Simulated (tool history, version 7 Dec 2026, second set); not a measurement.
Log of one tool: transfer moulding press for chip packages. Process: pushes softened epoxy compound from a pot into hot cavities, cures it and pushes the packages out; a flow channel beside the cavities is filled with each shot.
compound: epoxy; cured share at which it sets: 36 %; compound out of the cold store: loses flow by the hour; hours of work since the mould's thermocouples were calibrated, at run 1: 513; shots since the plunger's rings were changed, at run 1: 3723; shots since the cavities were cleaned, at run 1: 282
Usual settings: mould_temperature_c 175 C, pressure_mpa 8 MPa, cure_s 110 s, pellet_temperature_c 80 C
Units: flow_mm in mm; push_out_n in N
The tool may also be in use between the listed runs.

| run | hour | mould_temperature_c | pressure_mpa | cure_s | pellet_temperature_c | hours of work since the mould's thermocouples were calibrated | shots since the plunger's rings were changed | shots since the cavities were cleaned | incoming compound's hours out of the cold store | flow_mm | push_out_n |
|---|---|---|---|---|---|---|---|---|---|---|---|
| 1 | 0 | 175 | 8 | 110 | 80 | 513 | 3723 | 282 | 47.7 | 474 | 608 |
|  | 20 | plunger's sealing rings changed |
|  | 34 | cavities cleaned with cleaning compound and waxed |
| 2 | 58 | 175 | 8 | 110 | 75 | 553 | 458 | 301 | 25.8 | 549 | 596 |
|  | 88.3 | cavities cleaned with cleaning compound and waxed |
| 3 | 97.1 | 175 | 8 | 110 | 79 | 581 | 928 | 110 | 29.4 | 540 | 546 |
| 4 | 130.2 | 175 | 8 | 110 | 79 | 606 | 1343 | 525 | 43.2 | 497 | 671 |
|  | 142.5 | cavities cleaned with cleaning compound and waxed |
| 5 | 182.7 | 175 | 8 | 110 | 80 | 644 | 1981 | 503 | 9.6 | 595 | 726 |
|  | 197.8 | cavities cleaned with cleaning compound and waxed |
|  | 220.7 | mould's thermocouples calibrated |
| 6 | 222.1 | 175 | 8 | 110 | 80 | 1 | 2431 | 278 | 33.8 | 518 | 595 |
|  | 256.6 | cavities cleaned with cleaning compound and waxed |
| 7 | 261.7 | 175 | 8 | 110 | 80 | 29 | 2909 | 64 | 38.1 | 509 | 493 |
| 8 | 289 | 175 | 8 | 110 | 80 | 50 | 3250 | 405 | 46.5 | 481 | 594 |
|  | 312.7 | cavities cleaned with cleaning compound and waxed |
| 9 | 321.6 | 175 | 8 | 110 | 80 | 73 | 3640 | 111 | 34.6 | 507 | 523 |
|  | 346.9 | plunger's sealing rings changed |
| 10 | 361.6 | 175 | 8 | 110 | 89 | 101 | 185 | 581 | 9.5 | 604 | 703 |
|  | 369.5 | cavities cleaned with cleaning compound and waxed |
| 11 | 407.9 | 175 | 8 | 110 | 89 | 134 | 746 | 481 | 31.2 | 530 | 642 |
|  | 424.2 | cavities cleaned with cleaning compound and waxed |
| 12 | 438.3 | 175 | 8 | 110 | 86 | 156 | 1109 | 178 | 47 | 492 | 552 |
|  | 480.8 | cavities cleaned with cleaning compound and waxed |
| 13 | 482.4 | 175 | 8 | 110 | 86 | 187 | 1642 | 20 | 33.7 | 523 | 457 |
| 14 | 519.9 | 175 | 8 | 110 | 86 | 215 | 2112 | 490 | 10.3 | 590 | 711 |
|  | 537.3 | cavities cleaned with cleaning compound and waxed |
| 15 | 553.7 | 175 | 7.64 | 110 | 74 | 239 | 2516 | 206 | 28.3 | 524 | 599 |
|  | 593 | cavities cleaned with cleaning compound and waxed |
| 16 | 593.8 | 175 | 8.74 | 119 | 90 | 268 | 3000 | 10 | 33.2 | 541 | 430 |
|  | 647.5 | cavities cleaned with cleaning compound and waxed |
| 17 | 647.5 | 175 | 8.74 | 119 | 90 | 307 | 3653 | 0 | 26 | 558 | 426 |
|  | 671.4 | plunger's sealing rings changed |
| 18 | 674.2 | 175 | 8.74 | 119 | 90 | 325 | 35 | 303 | 24 | 582 | 575 |
| 19 | 700 | 175 | 8.74 | 119 | 90 | 344 | 359 | 627 | 30.6 | 562 | 666 |
|  | 703.9 | cavities cleaned with cleaning compound and waxed |
| 20 | 736.6 | 175 | 8.74 | 119 | 90 | 370 | 798 | 409 | 46.6 | 515 | 597 |
|  | 760 | cavities cleaned with cleaning compound and waxed |
| 21 | 761 | 175 | 8 | 93 | 84 | 387 | 1085 | 12 | 15.5 | 577 | 648 |
| 22 | 787.2 | 174 | 9.26 | 111 | 80 | 407 | 1413 | 340 | 35.5 | 560 | 657 |
|  | 814.2 | cavities cleaned with cleaning compound and waxed |
| 23 | 818.9 | 174 | 9.26 | 111 | 80 | 429 | 1792 | 59 | 23.2 | 598 | 525 |
| 24 | 860 | 174 | 6.78 | 111 | 81 | 460 | 2306 | 573 | 20.1 | 516 | 741 |
|  | 869.2 | cavities cleaned with cleaning compound and waxed |
| 25 | 896.5 | 175 | 7.44 | 111 | 77 | 486 | 2745 | 342 | 10.6 | 567 | 678 |
|  | 926.1 | cavities cleaned with cleaning compound and waxed |
| 26 | 947.7 | 175 | 7.44 | 111 | 76 | 523 | 3367 | 271 | 26 | 517 | 633 |
|  | 981.7 | cavities cleaned with cleaning compound and waxed |
|  | 998.8 | plunger's sealing rings changed |
| 27 | 999.8 | 168 | 7.44 | 139 | 74 | 559 | 13 | 196 | 17.2 | 584 | 636 |

Forecast each of these 4 alternatives for the next run:
| A | 1026.4 | 175 | 8 | 100 | 83 | 578 | 346 | 529 | 10.5 | ? | ? |
| B | 1026.4 | 175 | 9.75 | 125 | 72 | 578 | 346 | 529 | 46.2 | ? | ? |
| C | 1026.4 | 182 | 7.15 | 139 | 74 | 578 | 346 | 529 | 34.3 | ? | ? |
| D | 1026.4 | 175 | 8.48 | 148 | 83 | 578 | 346 | 529 | 9.4 | ? | ? |

| run | flow_mm | push_out_n |
|---|---|---|
| A | 596 | 847 |
| B | 550 | 613 |
| C | 484 | 579 |
| D | 619 | 594 |
Without the tool's hidden state the same runs would have given:
| run | flow_mm | push_out_n |
|---|---|---|
| A | 595 | 516 |
| B | 549 | 399 |
| C | 483 | 389 |
| D | 617 | 394 |
